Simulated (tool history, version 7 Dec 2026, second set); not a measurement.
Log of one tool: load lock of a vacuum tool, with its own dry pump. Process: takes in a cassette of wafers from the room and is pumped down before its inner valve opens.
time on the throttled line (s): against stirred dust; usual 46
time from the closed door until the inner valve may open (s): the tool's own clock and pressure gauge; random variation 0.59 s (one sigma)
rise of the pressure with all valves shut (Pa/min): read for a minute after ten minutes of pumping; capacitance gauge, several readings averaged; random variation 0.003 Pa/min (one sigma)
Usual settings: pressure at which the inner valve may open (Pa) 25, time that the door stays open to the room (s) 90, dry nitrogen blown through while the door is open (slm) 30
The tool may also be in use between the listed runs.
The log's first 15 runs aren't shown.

run    hour  time on the throttled line (s)  pressure at which the inner valve may open (Pa)  time that the door stays open to the room (s)  dry nitrogen blown through while the door is open (slm)  incoming humidity of the room's air, %  time from the closed door until the inner valve may open (s)  rise of the pressure with all valves shut (Pa/min)
 16  3238.4                              91                                               25                                             90                                                       30                                    45.2                                                         122.0                                               0.037
 17  3405.4                              91                                               25                                             90                                                       30                                    43.6                                                         123.9                                               0.041
 18  3691.7                              91                                               25                                             90                                                       30                                    43.9                                                         122.6                                               0.048
 19  3991.5                              46                                               25                                             90                                                       30                                    43.8                                                          93.5                                               0.053
 20  4222.9                              48                                               21                                             63                                                       40                                    44.7                                                          96.0                                               0.046
 21  4361.2                              48                                               21                                             28                                                       13                                    44.3                                                          95.9                                               0.051
 22  4612.9                              23                                               25                                             30                                                       30                                    47.9                                                          80.0                                               0.051
 23  4809.3                              23                                               25                                             30                                                       30                                    41.9                                                          79.4                                               0.055
 24  5017.1                              55                                               25                                            164                                                       30                                    45.6                                                         101.4                                               0.083
 25  5302.2                              55                                               25                                            164                                                       30                                    44.1                                                          99.5                                               0.086
 26  5534.0                              55                                               25                                            164                                                       30                                    44.8                                                          99.8                                               0.092
 27  5716.5                              75                                               47                                             41                                                       30                                    42.5                                                         108.1                                               0.078
 28  5890.2                              75                                               47                                             41                                                       30                                    42.5                                                         107.0                                               0.083
 29  6131.0                              75                                               47                                             41                                                       16                                    49.3                                                         109.8                                               0.091
 30  6453.7                              39                                               22                                            123                                                       17                                    46.4                                                          90.9                                               0.117
 31  6613.5                              39                                               22                                            152                                                       11                                    46.2                                                          91.6                                               0.124
 32  6844.7                              39                                               22                                            152                                                       11                                    46.7                                                          92.7                                               0.138
 33  7056.8                              39                                               22                                            152                                                       11                                    47.8                                                          92.1                                               0.147
 34  7210.0                              39                                               22                                            152                                                       11                                    45.1                                                          92.2                                               0.145
 35  7457.3                              39                                               22                                            152                                                       11                                    45.0                                                          92.6                                               0.161
 36  7697.0                              39                                               22                                            152                                                       11                                    46.0                                                          92.3                                               0.158
 37  7894.8                              85                                               22                                             28                                                       11                                    41.9                                                         122.4                                               0.138

4 ways to go on from here, each from the tool as it stands after run 37. What would each give?
  A  8117.4                              85                                               43                                             40                                                        5                                    47.2                                                             ?                                                   ?
  B  8117.4                              85                                               22                                             26                                                       11                                    46.4                                                             ?                                                   ?
  C  8117.4                              46                                               42                                             90                                                       30                                    46.4                                                             ?                                                   ?
  D  8117.4                              85                                               22                                             28                                                        8                                    43.0                                                             ?                                                   ?

run  time from the closed door until the inner valve may open (s)  rise of the pressure with all valves shut (Pa/min)
  A                                                         115.1                                               0.153
  B                                                         120.4                                               0.143
  C                                                          92.4                                               0.150
  D                                                         121.8                                               0.154
Without the tool's hidden state the same runs would have given:
run  time from the closed door until the inner valve may open (s)  rise of the pressure with all valves shut (Pa/min)
  A                                                         108.0                                               0.028
  B                                                         112.1                                               0.019
  C                                                          81.8                                               0.024
  D                                                         113.4                                               0.028

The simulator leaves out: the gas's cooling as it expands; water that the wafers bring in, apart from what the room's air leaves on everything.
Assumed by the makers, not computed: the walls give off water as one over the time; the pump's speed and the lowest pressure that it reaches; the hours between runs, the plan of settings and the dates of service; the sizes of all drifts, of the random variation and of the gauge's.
